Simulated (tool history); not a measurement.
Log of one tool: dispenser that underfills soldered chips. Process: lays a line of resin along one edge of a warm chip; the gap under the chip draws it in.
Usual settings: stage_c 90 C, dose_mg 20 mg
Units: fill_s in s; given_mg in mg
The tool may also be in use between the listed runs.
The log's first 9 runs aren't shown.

run     day  stage_c  dose_mg  hours of work since the syringe was changed  hours of work since the valve was cleaned  hours of work since the stage was calibrated  fill_s  given_mg
 10   3.633       86       20                                            3                                         28                                           249     233     19.51
      3.975  -- new syringe of resin
 11   4.121       88       20                                            2                                         36                                           257   195.6     19.26
 12   4.442       90     25.7                                            8                                         41                                           263   256.6     24.61
      4.483  -- new syringe of resin
 13   4.804       90     25.7                                            6                                         47                                           269   222.7     24.57
          5  -- new syringe of resin
 14   5.079       90     25.7                                            1                                         52                                           273     168     24.49
 15   5.321       90       20                                            6                                         56                                           277   227.1     18.91
      5.525  -- new syringe of resin
 16   5.646       90       20                                            2                                         61                                           283   184.8     18.65
 17   5.846       92       20                                            6                                         65                                           286   215.2     18.72
      6.046  -- new syringe of resin
 18   6.162       92       20                                            2                                         70                                           291   166.9     18.66
      6.567  -- new syringe of resin
 19   6.625       83     20.8                                            1                                         78                                           299   230.1     19.26
 20   6.829       84     19.6                                            4                                         81                                           303   279.3     17.94
 21   7.029      104       20                                            8                                         85                                           306   148.4     18.44
      7.108  -- new syringe of resin
      7.408  -- dispensing valve cleaned and set on the balance
 22   7.417       80     23.9                                            5                                          0                                           312   334.3     23.72
      7.662  -- new syringe of resin
 23   7.783       87     24.7                                            2                                          6                                           318   205.5     24.54
 24   8.054       76     17.9                                            7                                         11                                           322   466.7     17.59
      8.183  -- new syringe of resin
 25   8.279       79     23.2                                            2                                         15                                           326   284.1     22.93
 26   8.567      104       20                                            7                                         19                                           331   134.7     19.55
        8.7  -- new syringe of resin
 27   9.038      103     19.8                                            6                                         27                                           339   132.8     19.25
      9.204  -- new syringe of resin
 28   9.525      103     19.8                                            5                                         35                                           347   134.3     19.24
      9.738  -- new syringe of resin
 29   9.812       76     18.1                                            1                                         40                                           352   329.4     17.26
     10.258  -- new syringe of resin
 30  10.258       76     18.1                                            0                                         48                                           359   311.7     17.18

Run 31 comes next. What will it give?
 31  10.721       91     21.1                                            8                                         56                                           367       ?         ?

fill_s: 252 s
given_mg: 20.12 mg
Without the tool's hidden state the same run would have given fill_s 137.4 s, given_mg 21.3 mg.
